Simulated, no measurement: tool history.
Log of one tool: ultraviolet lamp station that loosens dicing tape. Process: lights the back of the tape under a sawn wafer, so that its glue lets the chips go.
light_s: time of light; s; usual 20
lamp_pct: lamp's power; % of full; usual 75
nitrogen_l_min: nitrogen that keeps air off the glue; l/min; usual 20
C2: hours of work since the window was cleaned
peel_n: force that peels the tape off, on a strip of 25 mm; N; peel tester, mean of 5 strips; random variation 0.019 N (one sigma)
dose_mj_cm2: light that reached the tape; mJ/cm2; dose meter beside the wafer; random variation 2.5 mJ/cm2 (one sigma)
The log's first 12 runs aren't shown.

{"run": 13, "hour": 155.1, "light_s": 20, "lamp_pct": 75, "nitrogen_l_min": 21, "hours of work of the lamp": 534, "C2": 24, "peel_n": 1.328, "dose_mj_cm2": 246}
{"run": 14, "hour": 166.7, "light_s": 20, "lamp_pct": 75, "nitrogen_l_min": 21, "hours of work of the lamp": 541, "C2": 31, "peel_n": 1.351, "dose_mj_cm2": 248}
{"run": 15, "hour": 176.5, "light_s": 20, "lamp_pct": 75, "nitrogen_l_min": 14, "hours of work of the lamp": 548, "C2": 38, "peel_n": 1.784, "dose_mj_cm2": 242}
{"run": 16, "hour": 191.3, "light_s": 20, "lamp_pct": 75, "nitrogen_l_min": 14, "hours of work of the lamp": 558, "C2": 48, "peel_n": 1.793, "dose_mj_cm2": 243}
{"run": 17, "hour": 203.8, "light_s": 13, "lamp_pct": 69, "nitrogen_l_min": 7, "hours of work of the lamp": 566, "C2": 56, "peel_n": 5.051, "dose_mj_cm2": 145}
{"run": 18, "hour": 214.1, "light_s": 13, "lamp_pct": 69, "nitrogen_l_min": 7, "hours of work of the lamp": 573, "C2": 63, "peel_n": 4.895, "dose_mj_cm2": 145}
{"run": 19, "hour": 226.6, "light_s": 13, "lamp_pct": 69, "nitrogen_l_min": 7, "hours of work of the lamp": 581, "C2": 71, "peel_n": 5.074, "dose_mj_cm2": 143}
{"run": 20, "hour": 236.2, "light_s": 15, "lamp_pct": 75, "nitrogen_l_min": 9, "hours of work of the lamp": 588, "C2": 78, "peel_n": 3.575, "dose_mj_cm2": 179}
{"run": 21, "hour": 247.4, "light_s": 15, "lamp_pct": 66, "nitrogen_l_min": 9, "hours of work of the lamp": 595, "C2": 85, "peel_n": 4.021, "dose_mj_cm2": 155}
{"run": 22, "hour": 260.6, "light_s": 15, "lamp_pct": 66, "nitrogen_l_min": 9, "hours of work of the lamp": 604, "C2": 94, "peel_n": 4.18, "dose_mj_cm2": 154}
{"run": 23, "hour": 269.0, "light_s": 15, "lamp_pct": 99, "nitrogen_l_min": 20, "hours of work of the lamp": 609, "C2": 99, "peel_n": 1.561, "dose_mj_cm2": 235}
{"run": 24, "hour": 286.7, "light_s": 36, "lamp_pct": 99, "nitrogen_l_min": 20, "hours of work of the lamp": 621, "C2": 111, "peel_n": 0.269, "dose_mj_cm2": 554}
{"run": 25, "hour": 294.7, "light_s": 20, "lamp_pct": 77, "nitrogen_l_min": 20, "hours of work of the lamp": 626, "C2": 117, "peel_n": 1.492, "dose_mj_cm2": 240}
{"run": 26, "hour": 309.4, "light_s": 27, "lamp_pct": 77, "nitrogen_l_min": 10, "hours of work of the lamp": 636, "C2": 126, "peel_n": 1.352, "dose_mj_cm2": 327}
{"run": 27, "hour": 320.0, "light_s": 27, "lamp_pct": 77, "nitrogen_l_min": 10, "hours of work of the lamp": 643, "C2": 133, "peel_n": 1.362, "dose_mj_cm2": 321}
{"run": 28, "hour": 337.7, "light_s": 17, "lamp_pct": 71, "nitrogen_l_min": 8, "hours of work of the lamp": 655, "C2": 145, "peel_n": 3.675, "dose_mj_cm2": 183}
{"run": 29, "hour": 345.3, "light_s": 18, "lamp_pct": 91, "nitrogen_l_min": 8, "hours of work of the lamp": 660, "C2": 150, "peel_n": 2.383, "dose_mj_cm2": 249}
{"run": 30, "hour": 354.1, "light_s": 18, "lamp_pct": 91, "nitrogen_l_min": 30, "hours of work of the lamp": 666, "C2": 156, "peel_n": 1.021, "dose_mj_cm2": 250}

5 ways to go on from here, each from the tool as it stands after run 30. What would each give?
{"run": "A", "hour": 363.3, "light_s": 27, "lamp_pct": 88, "nitrogen_l_min": 20, "hours of work of the lamp": 672, "C2": 162, "peel_n": "?", "dose_mj_cm2": "?"}
{"run": "B", "hour": 363.3, "light_s": 25, "lamp_pct": 68, "nitrogen_l_min": 20, "hours of work of the lamp": 672, "C2": 162, "peel_n": "?", "dose_mj_cm2": "?"}
{"run": "C", "hour": 363.3, "light_s": 38, "lamp_pct": 75, "nitrogen_l_min": 20, "hours of work of the lamp": 672, "C2": 162, "peel_n": "?", "dose_mj_cm2": "?"}
{"run": "D", "hour": 363.3, "light_s": 20, "lamp_pct": 72, "nitrogen_l_min": 29, "hours of work of the lamp": 672, "C2": 162, "peel_n": "?", "dose_mj_cm2": "?"}
{"run": "E", "hour": 363.3, "light_s": 15, "lamp_pct": 91, "nitrogen_l_min": 20, "hours of work of the lamp": 672, "C2": 162, "peel_n": "?", "dose_mj_cm2": "?"}

run=A peel_n=0.603 dose_mj_cm2=365
run=B peel_n=1.268 dose_mj_cm2=260
run=C peel_n=0.406 dose_mj_cm2=430
run=D peel_n=1.399 dose_mj_cm2=221
run=E peel_n=1.915 dose_mj_cm2=209
Without the tool's hidden state the same runs would have given:
run=A peel_n=0.334 dose_mj_cm2=483
run=B peel_n=0.694 dose_mj_cm2=344
run=C peel_n=0.252 dose_mj_cm2=569
run=D peel_n=0.769 dose_mj_cm2=292
run=E peel_n=1.120 dose_mj_cm2=277
